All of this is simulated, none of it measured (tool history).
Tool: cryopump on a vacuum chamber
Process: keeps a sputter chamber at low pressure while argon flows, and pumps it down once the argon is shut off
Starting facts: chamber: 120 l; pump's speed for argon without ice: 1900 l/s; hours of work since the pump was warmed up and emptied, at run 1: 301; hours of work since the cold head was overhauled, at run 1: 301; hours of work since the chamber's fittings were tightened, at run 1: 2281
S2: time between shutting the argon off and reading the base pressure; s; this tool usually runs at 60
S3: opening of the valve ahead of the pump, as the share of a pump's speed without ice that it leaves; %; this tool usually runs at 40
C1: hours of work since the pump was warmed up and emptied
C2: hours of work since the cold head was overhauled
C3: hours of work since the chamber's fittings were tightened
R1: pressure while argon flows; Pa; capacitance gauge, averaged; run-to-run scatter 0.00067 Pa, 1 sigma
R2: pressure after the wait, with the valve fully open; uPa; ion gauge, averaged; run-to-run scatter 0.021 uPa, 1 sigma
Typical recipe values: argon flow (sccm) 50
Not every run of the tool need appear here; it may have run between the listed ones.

run 1 hour=0.0 | argon_flow_(sccm)=50 S2=60 S3=40 | C1=301 C2=301 C3=2281 | R1=0.1146 R2=1.94
run 2 hour=12.5 | argon_flow_(sccm)=50 S2=60 S3=40 | C1=309 C2=309 C3=2288 | R1=0.1139 R2=1.95
run 3 hour=21.4 | argon_flow_(sccm)=50 S2=163 S3=40 | C1=314 C2=314 C3=2294 | R1=0.1143 R2=1.75
run 4 hour=33.5 | argon_flow_(sccm)=50 S2=60 S3=40 | C1=321 C2=321 C3=2301 | R1=0.1140 R2=1.98
run 5 hour=49.2 | argon_flow_(sccm)=50 S2=77 S3=40 | C1=330 C2=330 C3=2310 | R1=0.1138 R2=1.96
run 6 hour=63.2 | argon_flow_(sccm)=50 S2=77 S3=40 | C1=339 C2=339 C3=2319 | R1=0.1141 R2=1.95
-- hour=66.4 leaking fittings of the chamber tightened, without venting
run 7 hour=79.7 | argon_flow_(sccm)=24 S2=41 S3=31 | C1=347 C2=347 C3=8 | R1=0.0699 R2=0.58
run 8 hour=95.6 | argon_flow_(sccm)=21 S2=60 S3=16 | C1=357 C2=357 C3=17 | R1=0.1184 R2=0.48
run 9 hour=105.3 | argon_flow_(sccm)=21 S2=60 S3=16 | C1=363 C2=363 C3=23 | R1=0.1171 R2=0.51
run 10 hour=120.4 | argon_flow_(sccm)=62 S2=94 S3=40 | C1=371 C2=371 C3=32 | R1=0.1411 R2=0.41
run 11 hour=127.4 | argon_flow_(sccm)=62 S2=94 S3=40 | C1=376 C2=376 C3=36 | R1=0.1432 R2=0.37
run 12 hour=138.4 | argon_flow_(sccm)=33 S2=60 S3=21 | C1=382 C2=382 C3=43 | R1=0.1417 R2=0.49

3 options for the next run, each taken on its own from the tool as it stands now. Forecast them:
run A hour=149.0 | argon_flow_(sccm)=73 S2=37 S3=23 | C1=389 C2=389 C3=49 | R1=? R2=?
run B hour=149.0 | argon_flow_(sccm)=69 S2=60 S3=33 | C1=389 C2=389 C3=49 | R1=? R2=?
run C hour=149.0 | argon_flow_(sccm)=33 S2=107 S3=21 | C1=389 C2=389 C3=49 | R1=? R2=?

run=A R1=0.2871 R2=0.67
run=B R1=0.1928 R2=0.54
run=C R1=0.1411 R2=0.38
With no hidden state in the tool, these same runs would have given:
run=A R1=0.2811 R2=0.62
run=B R1=0.1871 R2=0.49
run=C R1=0.1384 R2=0.33
